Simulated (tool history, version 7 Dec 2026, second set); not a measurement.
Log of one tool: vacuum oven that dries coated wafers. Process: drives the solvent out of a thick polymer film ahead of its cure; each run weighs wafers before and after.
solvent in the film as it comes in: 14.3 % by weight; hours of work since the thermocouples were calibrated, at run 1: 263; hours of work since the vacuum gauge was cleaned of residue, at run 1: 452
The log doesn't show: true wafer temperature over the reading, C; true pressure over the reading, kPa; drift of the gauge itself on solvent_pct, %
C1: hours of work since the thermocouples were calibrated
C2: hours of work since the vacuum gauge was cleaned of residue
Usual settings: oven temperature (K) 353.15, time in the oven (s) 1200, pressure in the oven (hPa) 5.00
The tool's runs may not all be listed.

{"run": 1, "day": 0.0, "oven temperature (K)": 353.15, "time in the oven (s)": 1200, "pressure in the oven (hPa)": 5.0, "C1": 263, "C2": 452, "solvent left in the film (%)": 1.68}
{"run": 2, "day": 1.221, "oven temperature (K)": 353.15, "time in the oven (s)": 1200, "pressure in the oven (hPa)": 8.64, "C1": 281, "C2": 470, "solvent left in the film (%)": 1.86}
{"run": 3, "day": 2.725, "oven temperature (K)": 353.15, "time in the oven (s)": 1200, "pressure in the oven (hPa)": 5.27, "C1": 303, "C2": 492, "solvent left in the film (%)": 1.74}
{"run": 4, "day": 4.162, "oven temperature (K)": 353.15, "time in the oven (s)": 1560, "pressure in the oven (hPa)": 5.0, "C1": 323, "C2": 513, "solvent left in the film (%)": 1.13}
{"run": 5, "day": 5.6, "oven temperature (K)": 353.15, "time in the oven (s)": 900, "pressure in the oven (hPa)": 5.0, "C1": 344, "C2": 534, "solvent left in the film (%)": 2.66}
{"run": 6, "day": 6.967, "oven temperature (K)": 353.15, "time in the oven (s)": 900, "pressure in the oven (hPa)": 5.0, "C1": 364, "C2": 554, "solvent left in the film (%)": 2.67}
{"run": 7, "day": 8.45, "oven temperature (K)": 353.15, "time in the oven (s)": 900, "pressure in the oven (hPa)": 5.0, "C1": 386, "C2": 575, "solvent left in the film (%)": 2.7}
{"day": 8.662, "done": "oven's thermocouples calibrated"}
{"run": 8, "day": 9.721, "oven temperature (K)": 354.15, "time in the oven (s)": 720, "pressure in the oven (hPa)": 4.71, "C1": 15, "C2": 592, "solvent left in the film (%)": 3.36}
{"run": 9, "day": 11.042, "oven temperature (K)": 366.15, "time in the oven (s)": 600, "pressure in the oven (hPa)": 11.93, "C1": 35, "C2": 612, "solvent left in the film (%)": 1.63}
{"run": 10, "day": 11.975, "oven temperature (K)": 349.15, "time in the oven (s)": 660, "pressure in the oven (hPa)": 16.78, "C1": 48, "C2": 625, "solvent left in the film (%)": 5.71}
{"day": 12.588, "done": "oven's thermocouples calibrated, once more"}
{"run": 11, "day": 13.508, "oven temperature (K)": 353.15, "time in the oven (s)": 840, "pressure in the oven (hPa)": 16.9, "C1": 13, "C2": 646, "solvent left in the film (%)": 3.4}
{"run": 12, "day": 14.321, "oven temperature (K)": 353.15, "time in the oven (s)": 840, "pressure in the oven (hPa)": 16.9, "C1": 25, "C2": 658, "solvent left in the film (%)": 3.37}
{"run": 13, "day": 15.671, "oven temperature (K)": 353.15, "time in the oven (s)": 840, "pressure in the oven (hPa)": 16.9, "C1": 45, "C2": 678, "solvent left in the film (%)": 3.4}
{"run": 14, "day": 17.079, "oven temperature (K)": 353.15, "time in the oven (s)": 1920, "pressure in the oven (hPa)": 16.9, "C1": 65, "C2": 698, "solvent left in the film (%)": 1.39}

4 ways to go on from here, each from the tool as it stands after run 14. What would each give?
{"run": "A", "day": 18.458, "oven temperature (K)": 353.15, "time in the oven (s)": 2040, "pressure in the oven (hPa)": 11.81, "C1": 85, "C2": 718, "solvent left in the film (%)": "?"}
{"run": "B", "day": 18.458, "oven temperature (K)": 341.15, "time in the oven (s)": 960, "pressure in the oven (hPa)": 5.0, "C1": 85, "C2": 718, "solvent left in the film (%)": "?"}
{"run": "C", "day": 18.458, "oven temperature (K)": 357.15, "time in the oven (s)": 780, "pressure in the oven (hPa)": 4.61, "C1": 85, "C2": 718, "solvent left in the film (%)": "?"}
{"run": "D", "day": 18.458, "oven temperature (K)": 347.15, "time in the oven (s)": 900, "pressure in the oven (hPa)": 5.0, "C1": 85, "C2": 718, "solvent left in the film (%)": "?"}

run=A solvent_left_in_the_film_(%)=1.00
run=B solvent_left_in_the_film_(%)=5.55
run=C solvent_left_in_the_film_(%)=2.24
run=D solvent_left_in_the_film_(%)=4.22
Without the tool's hidden state the same runs would have given:
run=A solvent_left_in_the_film_(%)=0.86
run=B solvent_left_in_the_film_(%)=5.40
run=C solvent_left_in_the_film_(%)=2.14
run=D solvent_left_in_the_film_(%)=4.09
